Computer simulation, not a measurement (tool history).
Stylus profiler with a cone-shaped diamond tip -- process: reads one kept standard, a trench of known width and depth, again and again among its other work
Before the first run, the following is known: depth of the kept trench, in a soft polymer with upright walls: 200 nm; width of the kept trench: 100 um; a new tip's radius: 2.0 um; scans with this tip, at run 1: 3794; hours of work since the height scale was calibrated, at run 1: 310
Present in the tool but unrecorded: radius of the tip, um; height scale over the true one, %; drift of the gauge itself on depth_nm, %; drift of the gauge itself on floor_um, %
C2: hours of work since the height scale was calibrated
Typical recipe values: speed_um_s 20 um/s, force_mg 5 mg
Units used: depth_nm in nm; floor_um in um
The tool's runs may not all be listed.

Run 1, hour 0: usual settings; scans with this tip 3794; C2 310. Result: depth_nm 201.89 nm, floor_um 97.94 um.
Run 2, hour 18.1: usual settings but speed_um_s 36 um/s; scans with this tip 3912; C2 319. Result: depth_nm 201.96 nm, floor_um 97.88 um.
Run 3, hour 53.4: usual settings but speed_um_s 36 um/s; scans with this tip 4142; C2 338. Result: depth_nm 201.73 nm, floor_um 97.9 um.
Run 4, hour 75.1: usual settings but speed_um_s 36 um/s; scans with this tip 4284; C2 350. Result: depth_nm 201.96 nm, floor_um 97.84 um.
Run 5, hour 92: usual settings but speed_um_s 36 um/s; scans with this tip 4393; C2 359. Result: depth_nm 201.6 nm, floor_um 97.88 um.
Run 6, hour 119.3: usual settings but force_mg 4.47 mg; scans with this tip 4572; C2 373. Result: depth_nm 201.65 nm, floor_um 97.89 um.
Run 7, hour 144.7: usual settings but speed_um_s 70 um/s, force_mg 4.68 mg; scans with this tip 4737; C2 387. Result: depth_nm 201.72 nm, floor_um 97.71 um.
At hour 147.8: height scale calibrated on a step standard.
Run 8, hour 175.4: usual settings but speed_um_s 70 um/s, force_mg 4.68 mg; scans with this tip 4934; C2 15. Result: depth_nm 201.5 nm, floor_um 97.76 um.
Run 9, hour 204.8: usual settings but speed_um_s 9 um/s, force_mg 5.13 mg; scans with this tip 5125; C2 30. Result: depth_nm 201.78 nm, floor_um 97.83 um.
Run 10, hour 229.8: usual settings but speed_um_s 79 um/s, force_mg 3.19 mg; scans with this tip 5288; C2 44. Result: depth_nm 201.26 nm, floor_um 97.69 um.
Run 11, hour 264.1: usual settings but speed_um_s 79 um/s, force_mg 3.19 mg; scans with this tip 5512; C2 62. Result: depth_nm 201.23 nm, floor_um 97.61 um.

Take each entry between the runs: how does the hidden state at the last listed run before it differ from the hidden state at the first listed run after it?
Between runs 7 and 8: height scale calibrated on a step standard (hour 147.8)
  radius of the tip, um: 2.85 -> 2.89; height scale over the true one, %: -0.148 -> -0.181
  measured value less the no-hidden-state value, depth_nm: -0.3 -> -0.36 nm; floor_um: -0.36 -> -0.37 um
